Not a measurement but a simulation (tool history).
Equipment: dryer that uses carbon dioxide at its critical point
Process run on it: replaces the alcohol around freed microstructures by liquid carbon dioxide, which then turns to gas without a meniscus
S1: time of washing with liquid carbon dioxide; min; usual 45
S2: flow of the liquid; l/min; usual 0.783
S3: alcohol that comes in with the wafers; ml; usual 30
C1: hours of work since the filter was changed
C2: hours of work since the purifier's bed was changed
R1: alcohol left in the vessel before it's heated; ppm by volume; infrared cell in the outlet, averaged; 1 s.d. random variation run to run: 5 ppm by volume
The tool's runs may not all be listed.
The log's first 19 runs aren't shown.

run,hour,S1,S2,S3,C1,C2,R1
20,305.9,45,1.186,30,134,387,107
21,319.5,29,1.006,30,144,397,131
22,336.1,29,1.006,30,156,409,140
23,347,35,1.261,27,164,417,123
24,355.5,35,1.261,27,170,423,121
25,373.1,35,1.279,27,183,436,129
26,382.6,50,0.508,86,189,442,278
# hour 393.7: inlet filter changed
27,394.1,50,0.508,86,0,450,246
28,411.3,61,0.758,119,13,462,131
29,422.6,56,0.702,53,21,470,139
30,430.9,54,0.565,53,27,476,161
31,441.1,49,0.517,30,34,484,188
32,455.6,49,0.517,30,44,494,192
33,464.6,50,0.82,50,51,501,153
34,476.8,38,1.319,28,60,509,146
35,490.8,48,1.157,55,70,519,139
36,499.9,61,0.873,40,76,526,144

Consider 3 possible next runs. They are alternatives, not a sequence: every one starts from the tool as it was left by run 36. What does each give?
A,513.8,70,1.24,98,86,536,?
B,513.8,61,0.818,63,86,536,?
C,513.8,55,1.051,30,86,536,?

run,R1
A,160
B,144
C,160
With the hidden condition removed and each run's random variation left untouched, the same runs would have given:
run,R1
A,11
B,0
C,14

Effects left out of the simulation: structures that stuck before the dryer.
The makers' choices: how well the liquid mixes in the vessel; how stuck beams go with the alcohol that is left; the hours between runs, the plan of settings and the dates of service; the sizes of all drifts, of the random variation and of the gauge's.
